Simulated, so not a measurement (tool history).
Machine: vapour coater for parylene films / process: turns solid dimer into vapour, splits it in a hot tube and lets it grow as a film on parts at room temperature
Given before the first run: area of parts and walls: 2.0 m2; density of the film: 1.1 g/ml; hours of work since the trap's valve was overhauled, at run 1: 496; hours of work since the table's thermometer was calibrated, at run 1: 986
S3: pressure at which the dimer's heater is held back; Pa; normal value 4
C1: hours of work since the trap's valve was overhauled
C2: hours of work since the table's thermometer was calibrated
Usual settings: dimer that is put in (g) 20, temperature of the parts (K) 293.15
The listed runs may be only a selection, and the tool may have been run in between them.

{"run": 1, "hour": 0.0, "dimer that is put in (g)": 20, "temperature of the parts (K)": 293.15, "S3": 4, "C1": 496, "C2": 986, "thickness of the film (nm)": 6460}
{"run": 2, "hour": 21.6, "dimer that is put in (g)": 20, "temperature of the parts (K)": 293.15, "S3": 4, "C1": 513, "C2": 1003, "thickness of the film (nm)": 6390}
{"run": 3, "hour": 42.0, "dimer that is put in (g)": 20, "temperature of the parts (K)": 293.15, "S3": 4, "C1": 528, "C2": 1018, "thickness of the film (nm)": 6430}
{"run": 4, "hour": 73.1, "dimer that is put in (g)": 20, "temperature of the parts (K)": 293.15, "S3": 4, "C1": 552, "C2": 1042, "thickness of the film (nm)": 6470}
{"run": 5, "hour": 89.1, "dimer that is put in (g)": 20, "temperature of the parts (K)": 293.15, "S3": 4, "C1": 564, "C2": 1054, "thickness of the film (nm)": 6470}
{"run": 6, "hour": 124.7, "dimer that is put in (g)": 20, "temperature of the parts (K)": 293.15, "S3": 4, "C1": 591, "C2": 1081, "thickness of the film (nm)": 6310}
{"run": 7, "hour": 145.5, "dimer that is put in (g)": 20, "temperature of the parts (K)": 288.15, "S3": 4, "C1": 607, "C2": 1097, "thickness of the film (nm)": 8030}
{"run": 8, "hour": 169.1, "dimer that is put in (g)": 20, "temperature of the parts (K)": 302.15, "S3": 4, "C1": 625, "C2": 1115, "thickness of the film (nm)": 4300}
{"hour": 174.7, "done": "trap's valve overhauled"}
{"run": 9, "hour": 208.5, "dimer that is put in (g)": 20, "temperature of the parts (K)": 302.15, "S3": 4, "C1": 26, "C2": 1142, "thickness of the film (nm)": 4390}
{"run": 10, "hour": 235.6, "dimer that is put in (g)": 20, "temperature of the parts (K)": 302.15, "S3": 4, "C1": 46, "C2": 1163, "thickness of the film (nm)": 4220}
{"run": 11, "hour": 260.8, "dimer that is put in (g)": 20, "temperature of the parts (K)": 302.15, "S3": 4, "C1": 65, "C2": 1182, "thickness of the film (nm)": 4300}
{"run": 12, "hour": 290.6, "dimer that is put in (g)": 20, "temperature of the parts (K)": 302.15, "S3": 4, "C1": 88, "C2": 1205, "thickness of the film (nm)": 4270}
{"run": 13, "hour": 319.6, "dimer that is put in (g)": 18, "temperature of the parts (K)": 300.15, "S3": 4.92, "C1": 110, "C2": 1227, "thickness of the film (nm)": 4200}
{"run": 14, "hour": 355.8, "dimer that is put in (g)": 18, "temperature of the parts (K)": 300.15, "S3": 4.92, "C1": 138, "C2": 1254, "thickness of the film (nm)": 4090}
{"run": 15, "hour": 391.1, "dimer that is put in (g)": 18, "temperature of the parts (K)": 292.15, "S3": 4, "C1": 165, "C2": 1281, "thickness of the film (nm)": 6020}
{"run": 16, "hour": 409.1, "dimer that is put in (g)": 18, "temperature of the parts (K)": 298.15, "S3": 6.96, "C1": 178, "C2": 1295, "thickness of the film (nm)": 4320}
{"run": 17, "hour": 435.0, "dimer that is put in (g)": 31, "temperature of the parts (K)": 299.15, "S3": 4, "C1": 198, "C2": 1314, "thickness of the film (nm)": 7660}
{"run": 18, "hour": 464.9, "dimer that is put in (g)": 8, "temperature of the parts (K)": 293.15, "S3": 2.4, "C1": 221, "C2": 1337, "thickness of the film (nm)": 2750}
{"run": 19, "hour": 483.5, "dimer that is put in (g)": 8, "temperature of the parts (K)": 293.15, "S3": 2.4, "C1": 235, "C2": 1351, "thickness of the film (nm)": 2740}
{"run": 20, "hour": 513.4, "dimer that is put in (g)": 16, "temperature of the parts (K)": 293.15, "S3": 10.75, "C1": 258, "C2": 1374, "thickness of the film (nm)": 4550}
{"run": 21, "hour": 542.8, "dimer that is put in (g)": 25, "temperature of the parts (K)": 301.15, "S3": 2.61, "C1": 280, "C2": 1397, "thickness of the film (nm)": 5880}
{"run": 22, "hour": 559.3, "dimer that is put in (g)": 25, "temperature of the parts (K)": 301.15, "S3": 2.61, "C1": 293, "C2": 1409, "thickness of the film (nm)": 5870}

Predict each of these 5 candidate next runs independently; none follows another, all start after run 22:
{"run": "A", "hour": 588.2, "dimer that is put in (g)": 9, "temperature of the parts (K)": 293.15, "S3": 4, "C1": 315, "C2": 1431, "thickness of the film (nm)": "?"}
{"run": "B", "hour": 588.2, "dimer that is put in (g)": 25, "temperature of the parts (K)": 289.15, "S3": 9.58, "C1": 315, "C2": 1431, "thickness of the film (nm)": "?"}
{"run": "C", "hour": 588.2, "dimer that is put in (g)": 20, "temperature of the parts (K)": 291.15, "S3": 2.61, "C1": 315, "C2": 1431, "thickness of the film (nm)": "?"}
{"run": "D", "hour": 588.2, "dimer that is put in (g)": 20, "temperature of the parts (K)": 300.15, "S3": 5.68, "C1": 315, "C2": 1431, "thickness of the film (nm)": "?"}
{"run": "E", "hour": 588.2, "dimer that is put in (g)": 20, "temperature of the parts (K)": 294.15, "S3": 4, "C1": 315, "C2": 1431, "thickness of the film (nm)": "?"}

run=A thickness_of_the_film_(nm)=2960
run=B thickness_of_the_film_(nm)=8720
run=C thickness_of_the_film_(nm)=7400
run=D thickness_of_the_film_(nm)=4490
run=E thickness_of_the_film_(nm)=6150
Take away the tool's hidden state, keep each run's random variation, and the runs would have read:
run=A thickness_of_the_film_(nm)=2970
run=B thickness_of_the_film_(nm)=8760
run=C thickness_of_the_film_(nm)=7440
run=D thickness_of_the_film_(nm)=4510
run=E thickness_of_the_film_(nm)=6190
